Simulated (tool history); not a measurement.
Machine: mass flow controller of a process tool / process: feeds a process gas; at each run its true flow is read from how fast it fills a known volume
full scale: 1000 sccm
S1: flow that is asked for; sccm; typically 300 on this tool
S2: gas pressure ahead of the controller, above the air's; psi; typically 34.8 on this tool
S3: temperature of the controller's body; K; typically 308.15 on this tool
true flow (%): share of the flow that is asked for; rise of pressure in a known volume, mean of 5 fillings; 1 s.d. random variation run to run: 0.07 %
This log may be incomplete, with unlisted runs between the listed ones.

run 1 hour=0 | S1=300 S2=34.8 S3=308.15 | true_flow_(%)=97.98
run 2 hour=97.8 | S1=300 S2=34.8 S3=308.15 | true_flow_(%)=97.87
run 3 hour=172.9 | S1=300 S2=34.8 S3=308.15 | true_flow_(%)=97.91
run 4 hour=254.9 | S1=300 S2=34.8 S3=308.15 | true_flow_(%)=98.01
run 5 hour=307 | S1=300 S2=32.8 S3=308.15 | true_flow_(%)=98.13
run 6 hour=359.2 | S1=300 S2=32.8 S3=308.15 | true_flow_(%)=98
run 7 hour=422.9 | S1=300 S2=32.8 S3=308.15 | true_flow_(%)=97.94
run 8 hour=487.1 | S1=300 S2=28.1 S3=308.15 | true_flow_(%)=98.27
run 9 hour=531.5 | S1=300 S2=28.1 S3=308.15 | true_flow_(%)=98.43
run 10 hour=604.2 | S1=300 S2=28.1 S3=308.15 | true_flow_(%)=98.3
run 11 hour=653.3 | S1=300 S2=28.1 S3=308.15 | true_flow_(%)=98.32
run 12 hour=725 | S1=300 S2=28.1 S3=308.15 | true_flow_(%)=98.34
run 13 hour=772.6 | S1=179 S2=34.8 S3=308.15 | true_flow_(%)=97.98
run 14 hour=814.4 | S1=179 S2=34.8 S3=308.15 | true_flow_(%)=98.05
run 15 hour=914.5 | S1=179 S2=34.8 S3=308.15 | true_flow_(%)=98.01
run 16 hour=972.4 | S1=179 S2=34.8 S3=308.15 | true_flow_(%)=98.05
run 17 hour=1054.4 | S1=179 S2=34.8 S3=308.15 | true_flow_(%)=98.09
run 18 hour=1132.5 | S1=179 S2=25.2 S3=308.15 | true_flow_(%)=98.53
run 19 hour=1206.7 | S1=300 S2=34.8 S3=293.15 | true_flow_(%)=99.43
run 20 hour=1280 | S1=300 S2=34.8 S3=308.15 | true_flow_(%)=97.98
run 21 hour=1369.7 | S1=300 S2=34.8 S3=308.15 | true_flow_(%)=98.01
run 22 hour=1464.2 | S1=300 S2=34.8 S3=308.15 | true_flow_(%)=97.87
run 23 hour=1563.3 | S1=300 S2=34.8 S3=308.15 | true_flow_(%)=97.89
run 24 hour=1653.5 | S1=300 S2=34.8 S3=307.15 | true_flow_(%)=98.05
run 25 hour=1740.4 | S1=183 S2=34.8 S3=308.15 | true_flow_(%)=98.2
run 26 hour=1790.5 | S1=773 S2=30.6 S3=310.15 | true_flow_(%)=98.47
-- hour=1795.3 controller's zero set anew
run 27 hour=1844.3 | S1=111 S2=30.6 S3=310.15 | true_flow_(%)=98.75
run 28 hour=1902.8 | S1=699 S2=26.4 S3=310.15 | true_flow_(%)=98.61
run 29 hour=1973.6 | S1=699 S2=26.4 S3=310.15 | true_flow_(%)=98.68
run 30 hour=2022.1 | S1=649 S2=21.3 S3=293.15 | true_flow_(%)=100.7
-- hour=2027.3 controller's zero set anew, once more
run 31 hour=2090.3 | S1=199 S2=23.8 S3=308.15 | true_flow_(%)=97.87
run 32 hour=2166.3 | S1=199 S2=23.8 S3=308.15 | true_flow_(%)=97.84
run 33 hour=2259.3 | S1=417 S2=30.2 S3=299.15 | true_flow_(%)=98.87
run 34 hour=2351.8 | S1=417 S2=30.2 S3=299.15 | true_flow_(%)=98.78
run 35 hour=2432.8 | S1=417 S2=30.2 S3=299.15 | true_flow_(%)=98.9
run 36 hour=2517 | S1=816 S2=26.5 S3=303.15 | true_flow_(%)=99.19
run 37 hour=2569.4 | S1=816 S2=26.5 S3=303.15 | true_flow_(%)=99.24
run 38 hour=2631.3 | S1=816 S2=26.5 S3=303.15 | true_flow_(%)=99.3
run 39 hour=2730.7 | S1=850 S2=26.5 S3=303.15 | true_flow_(%)=99.28
run 40 hour=2821.3 | S1=850 S2=26.5 S3=303.15 | true_flow_(%)=99.23
run 41 hour=2914.2 | S1=850 S2=26.5 S3=303.15 | true_flow_(%)=99.25
run 42 hour=2977.7 | S1=225 S2=23.5 S3=313.15 | true_flow_(%)=97.44
run 43 hour=3042.5 | S1=225 S2=23.5 S3=293.15 | true_flow_(%)=99.56
run 44 hour=3092.8 | S1=225 S2=23.5 S3=293.15 | true_flow_(%)=99.61
run 45 hour=3158.2 | S1=249 S2=34.8 S3=308.15 | true_flow_(%)=97.46
run 46 hour=3256.6 | S1=249 S2=34.8 S3=308.15 | true_flow_(%)=97.56
run 47 hour=3305.5 | S1=119 S2=34.8 S3=296.15 | true_flow_(%)=98.67

Some steps in true flow (%) between neighbouring runs. How much of each would the tool show without its hidden state too (settings, what came in, random variation), and how much is left for the hidden state, with any gauge scatter that isn't in both results?
The tool's hidden condition here consists of: flow at rest that the sensor doesn't see, % of full scale; true flow over the shown one, %; drift of the gauge itself on true_pct, %.
Run 25 -> 26: S1 183 -> 773, S2 34.8 -> 30.6, S3 308.15 -> 310.15. true flow (%) +0.27: hidden state -0.58, all else +0.85.
Run 26 -> 27: S1 773 -> 111, controller's zero set anew. true flow (%) +0.28: hidden state +1.4, all else -1.12.
Run 27 -> 28: S1 111 -> 699, S2 30.6 -> 26.4. true flow (%) -0.14: hidden state -1.34, all else +1.2.
Run 30 -> 31: S1 649 -> 199, S2 21.3 -> 23.8, S3 293.15 -> 308.15, controller's zero set anew, once more. true flow (%) -2.83: hidden state -0.27, all else -2.56.
Run 42 -> 43: S3 313.15 -> 293.15. true flow (%) +2.12: hidden state +0, all else +2.12.
Run 44 -> 45: S1 225 -> 249, S2 23.5 -> 34.8, S3 293.15 -> 308.15. true flow (%) -2.15: hidden state -0.01, all else -2.14.
